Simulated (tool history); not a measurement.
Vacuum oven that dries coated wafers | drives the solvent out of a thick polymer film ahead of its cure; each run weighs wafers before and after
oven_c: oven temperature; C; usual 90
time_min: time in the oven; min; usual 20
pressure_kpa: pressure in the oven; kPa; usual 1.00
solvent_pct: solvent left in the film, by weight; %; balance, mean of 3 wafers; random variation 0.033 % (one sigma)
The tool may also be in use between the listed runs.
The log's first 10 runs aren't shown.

{"run": 11, "day": 44.712, "oven_c": 90, "time_min": 15, "pressure_kpa": 1.0, "solvent_pct": 2.68}
{"run": 12, "day": 49.525, "oven_c": 90, "time_min": 20, "pressure_kpa": 1.0, "solvent_pct": 1.61}
{"run": 13, "day": 52.571, "oven_c": 90, "time_min": 20, "pressure_kpa": 1.0, "solvent_pct": 1.76}
{"run": 14, "day": 57.533, "oven_c": 90, "time_min": 20, "pressure_kpa": 1.0, "solvent_pct": 1.65}
{"run": 15, "day": 60.7, "oven_c": 90, "time_min": 20, "pressure_kpa": 1.0, "solvent_pct": 1.63}
{"run": 16, "day": 66.121, "oven_c": 90, "time_min": 20, "pressure_kpa": 1.0, "solvent_pct": 1.6}
{"run": 17, "day": 69.888, "oven_c": 93, "time_min": 21, "pressure_kpa": 1.0, "solvent_pct": 1.09}
{"run": 18, "day": 75.058, "oven_c": 76, "time_min": 20, "pressure_kpa": 1.0, "solvent_pct": 6.03}
{"run": 19, "day": 78.225, "oven_c": 76, "time_min": 20, "pressure_kpa": 1.0, "solvent_pct": 6.03}
{"day": 79.038, "done": "oven's thermocouples calibrated"}
{"run": 20, "day": 80.804, "oven_c": 103, "time_min": 23, "pressure_kpa": 1.0, "solvent_pct": 0.54}
{"run": 21, "day": 85.029, "oven_c": 103, "time_min": 20, "pressure_kpa": 1.03, "solvent_pct": 0.6}
{"run": 22, "day": 89.783, "oven_c": 103, "time_min": 20, "pressure_kpa": 1.03, "solvent_pct": 0.62}
{"run": 23, "day": 92.658, "oven_c": 90, "time_min": 10, "pressure_kpa": 1.0, "solvent_pct": 5.4}
{"run": 24, "day": 96.817, "oven_c": 84, "time_min": 18, "pressure_kpa": 1.02, "solvent_pct": 4.12}
{"run": 25, "day": 102.358, "oven_c": 90, "time_min": 21, "pressure_kpa": 0.79, "solvent_pct": 1.67}
{"run": 26, "day": 105.688, "oven_c": 104, "time_min": 29, "pressure_kpa": 2.07, "solvent_pct": 0.81}
{"run": 27, "day": 108.267, "oven_c": 104, "time_min": 29, "pressure_kpa": 2.07, "solvent_pct": 0.81}

Forecast run 28:
{"run": 28, "day": 113.192, "oven_c": 90, "time_min": 29, "pressure_kpa": 2.07, "solvent_pct": "?"}

Run 28 gave solvent_pct 1.66 %.
Without the tool's hidden state the same run would have given solvent_pct 1.28 %.
